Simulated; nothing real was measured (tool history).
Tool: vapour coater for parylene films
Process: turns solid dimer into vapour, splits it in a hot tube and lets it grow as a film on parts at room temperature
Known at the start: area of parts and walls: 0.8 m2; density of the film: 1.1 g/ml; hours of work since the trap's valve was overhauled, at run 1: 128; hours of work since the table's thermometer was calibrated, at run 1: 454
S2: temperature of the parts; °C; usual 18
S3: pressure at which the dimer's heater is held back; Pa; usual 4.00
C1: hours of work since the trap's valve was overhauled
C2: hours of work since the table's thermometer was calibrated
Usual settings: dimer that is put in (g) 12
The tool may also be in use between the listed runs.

{"run": 1, "hour": 0.0, "dimer that is put in (g)": 12, "S2": 18, "S3": 4.0, "C1": 128, "C2": 454, "thickness of the film (nm)": 10280}
{"run": 2, "hour": 48.8, "dimer that is put in (g)": 12, "S2": 18, "S3": 3.77, "C1": 154, "C2": 480, "thickness of the film (nm)": 10340}
{"run": 3, "hour": 95.1, "dimer that is put in (g)": 8, "S2": 18, "S3": 4.0, "C1": 178, "C2": 504, "thickness of the film (nm)": 6690}
{"run": 4, "hour": 141.1, "dimer that is put in (g)": 8, "S2": 18, "S3": 4.0, "C1": 202, "C2": 528, "thickness of the film (nm)": 6750}
{"run": 5, "hour": 167.7, "dimer that is put in (g)": 6, "S2": 18, "S3": 4.0, "C1": 215, "C2": 541, "thickness of the film (nm)": 4930}
{"run": 6, "hour": 198.7, "dimer that is put in (g)": 12, "S2": 18, "S3": 2.09, "C1": 231, "C2": 557, "thickness of the film (nm)": 11500}
{"run": 7, "hour": 235.7, "dimer that is put in (g)": 12, "S2": 18, "S3": 2.09, "C1": 251, "C2": 577, "thickness of the film (nm)": 11480}
{"run": 8, "hour": 289.0, "dimer that is put in (g)": 12, "S2": 18, "S3": 2.09, "C1": 278, "C2": 604, "thickness of the film (nm)": 11370}
{"run": 9, "hour": 315.5, "dimer that is put in (g)": 12, "S2": 18, "S3": 4.0, "C1": 292, "C2": 618, "thickness of the film (nm)": 9700}
{"run": 10, "hour": 345.4, "dimer that is put in (g)": 12, "S2": 18, "S3": 4.0, "C1": 308, "C2": 634, "thickness of the film (nm)": 9790}
{"run": 11, "hour": 393.5, "dimer that is put in (g)": 12, "S2": 18, "S3": 4.0, "C1": 333, "C2": 658, "thickness of the film (nm)": 9590}
{"run": 12, "hour": 441.9, "dimer that is put in (g)": 12, "S2": 18, "S3": 4.0, "C1": 358, "C2": 684, "thickness of the film (nm)": 9460}
{"run": 13, "hour": 471.8, "dimer that is put in (g)": 12, "S2": 18, "S3": 3.13, "C1": 373, "C2": 699, "thickness of the film (nm)": 9860}
{"run": 14, "hour": 507.9, "dimer that is put in (g)": 12, "S2": 18, "S3": 3.13, "C1": 392, "C2": 718, "thickness of the film (nm)": 9970}
{"run": 15, "hour": 534.0, "dimer that is put in (g)": 12, "S2": 18, "S3": 3.13, "C1": 405, "C2": 731, "thickness of the film (nm)": 9760}
{"hour": 556.4, "done": "trap's valve overhauled"}
{"run": 16, "hour": 576.9, "dimer that is put in (g)": 12, "S2": 18, "S3": 3.13, "C1": 11, "C2": 751, "thickness of the film (nm)": 9170}
{"run": 17, "hour": 627.5, "dimer that is put in (g)": 12, "S2": 18, "S3": 3.13, "C1": 37, "C2": 778, "thickness of the film (nm)": 9020}
{"run": 18, "hour": 667.4, "dimer that is put in (g)": 12, "S2": 18, "S3": 3.13, "C1": 58, "C2": 798, "thickness of the film (nm)": 9020}
{"run": 19, "hour": 707.2, "dimer that is put in (g)": 9, "S2": 18, "S3": 4.0, "C1": 78, "C2": 819, "thickness of the film (nm)": 6410}
{"run": 20, "hour": 753.0, "dimer that is put in (g)": 12, "S2": 18, "S3": 4.0, "C1": 102, "C2": 843, "thickness of the film (nm)": 8470}
{"run": 21, "hour": 780.2, "dimer that is put in (g)": 12, "S2": 18, "S3": 4.0, "C1": 116, "C2": 857, "thickness of the film (nm)": 8350}
{"run": 22, "hour": 817.1, "dimer that is put in (g)": 12, "S2": 18, "S3": 4.0, "C1": 135, "C2": 876, "thickness of the film (nm)": 8330}
{"hour": 845.7, "done": "trap's valve overhauled, once more"}
{"run": 23, "hour": 856.2, "dimer that is put in (g)": 12, "S2": 14, "S3": 4.0, "C1": 5, "C2": 894, "thickness of the film (nm)": 11960}
{"run": 24, "hour": 886.7, "dimer that is put in (g)": 12, "S2": 18, "S3": 4.0, "C1": 21, "C2": 910, "thickness of the film (nm)": 10600}
{"run": 25, "hour": 929.2, "dimer that is put in (g)": 20, "S2": 20, "S3": 3.76, "C1": 43, "C2": 932, "thickness of the film (nm)": 16850}
{"run": 26, "hour": 969.1, "dimer that is put in (g)": 12, "S2": 17, "S3": 2.03, "C1": 64, "C2": 953, "thickness of the film (nm)": 12500}
{"run": 27, "hour": 1003.9, "dimer that is put in (g)": 12, "S2": 17, "S3": 2.03, "C1": 82, "C2": 971, "thickness of the film (nm)": 12620}
{"run": 28, "hour": 1033.1, "dimer that is put in (g)": 12, "S2": 12, "S3": 4.12, "C1": 97, "C2": 986, "thickness of the film (nm)": 12120}
{"run": 29, "hour": 1057.9, "dimer that is put in (g)": 12, "S2": 12, "S3": 4.12, "C1": 110, "C2": 999, "thickness of the film (nm)": 12190}
{"run": 30, "hour": 1083.6, "dimer that is put in (g)": 12, "S2": 15, "S3": 10.46, "C1": 123, "C2": 1012, "thickness of the film (nm)": 8930}
{"run": 31, "hour": 1131.0, "dimer that is put in (g)": 13, "S2": 14, "S3": 5.37, "C1": 148, "C2": 1037, "thickness of the film (nm)": 11460}
{"run": 32, "hour": 1164.1, "dimer that is put in (g)": 11, "S2": 28, "S3": 5.37, "C1": 165, "C2": 1054, "thickness of the film (nm)": 6620}
{"run": 33, "hour": 1191.0, "dimer that is put in (g)": 12, "S2": 21, "S3": 8.36, "C1": 179, "C2": 1068, "thickness of the film (nm)": 7870}
{"run": 34, "hour": 1228.9, "dimer that is put in (g)": 11, "S2": 24, "S3": 4.0, "C1": 199, "C2": 1088, "thickness of the film (nm)": 7860}
{"run": 35, "hour": 1282.4, "dimer that is put in (g)": 10, "S2": 10, "S3": 3.18, "C1": 226, "C2": 1115, "thickness of the film (nm)": 10230}
{"run": 36, "hour": 1330.8, "dimer that is put in (g)": 11, "S2": 18, "S3": 4.0, "C1": 252, "C2": 1140, "thickness of the film (nm)": 9030}
{"run": 37, "hour": 1382.7, "dimer that is put in (g)": 11, "S2": 18, "S3": 4.0, "C1": 278, "C2": 1167, "thickness of the film (nm)": 8950}
{"run": 38, "hour": 1415.7, "dimer that is put in (g)": 11, "S2": 18, "S3": 4.0, "C1": 296, "C2": 1184, "thickness of the film (nm)": 8880}
{"run": 39, "hour": 1467.2, "dimer that is put in (g)": 11, "S2": 24, "S3": 4.0, "C1": 322, "C2": 1211, "thickness of the film (nm)": 7520}
{"run": 40, "hour": 1511.1, "dimer that is put in (g)": 6, "S2": 28, "S3": 11.71, "C1": 345, "C2": 1234, "thickness of the film (nm)": 2880}
{"run": 41, "hour": 1541.5, "dimer that is put in (g)": 6, "S2": 28, "S3": 11.71, "C1": 361, "C2": 1250, "thickness of the film (nm)": 2830}
{"run": 42, "hour": 1564.1, "dimer that is put in (g)": 14, "S2": 30, "S3": 6.65, "C1": 373, "C2": 1261, "thickness of the film (nm)": 7080}
{"run": 43, "hour": 1611.2, "dimer that is put in (g)": 8, "S2": 19, "S3": 6.65, "C1": 397, "C2": 1286, "thickness of the film (nm)": 5440}
{"hour": 1651.3, "done": "trap's valve overhauled"}
{"run": 44, "hour": 1667.4, "dimer that is put in (g)": 12, "S2": 17, "S3": 4.05, "C1": 8, "C2": 1313, "thickness of the film (nm)": 11060}
{"run": 45, "hour": 1696.2, "dimer that is put in (g)": 16, "S2": 14, "S3": 5.59, "C1": 23, "C2": 1328, "thickness of the film (nm)": 14600}
{"run": 46, "hour": 1742.9, "dimer that is put in (g)": 10, "S2": 28, "S3": 2.05, "C1": 48, "C2": 1352, "thickness of the film (nm)": 8000}
{"run": 47, "hour": 1793.6, "dimer that is put in (g)": 7, "S2": 16, "S3": 7.74, "C1": 74, "C2": 1378, "thickness of the film (nm)": 5550}

4 ways to go on from here, each from the tool as it stands after run 47. What would each give?
{"run": "A", "hour": 1839.8, "dimer that is put in (g)": 8, "S2": 14, "S3": 4.0, "C1": 98, "C2": 1402, "thickness of the film (nm)": "?"}
{"run": "B", "hour": 1839.8, "dimer that is put in (g)": 5, "S2": 18, "S3": 2.01, "C1": 98, "C2": 1402, "thickness of the film (nm)": "?"}
{"run": "C", "hour": 1839.8, "dimer that is put in (g)": 12, "S2": 24, "S3": 3.52, "C1": 98, "C2": 1402, "thickness of the film (nm)": "?"}
{"run": "D", "hour": 1839.8, "dimer that is put in (g)": 12, "S2": 23, "S3": 4.0, "C1": 98, "C2": 1402, "thickness of the film (nm)": "?"}

run=A thickness_of_the_film_(nm)=7670
run=B thickness_of_the_film_(nm)=5040
run=C thickness_of_the_film_(nm)=9100
run=D thickness_of_the_film_(nm)=9120
Without the tool's hidden state the same runs would have given:
run=A thickness_of_the_film_(nm)=7920
run=B thickness_of_the_film_(nm)=5200
run=C thickness_of_the_film_(nm)=9390
run=D thickness_of_the_film_(nm)=9410

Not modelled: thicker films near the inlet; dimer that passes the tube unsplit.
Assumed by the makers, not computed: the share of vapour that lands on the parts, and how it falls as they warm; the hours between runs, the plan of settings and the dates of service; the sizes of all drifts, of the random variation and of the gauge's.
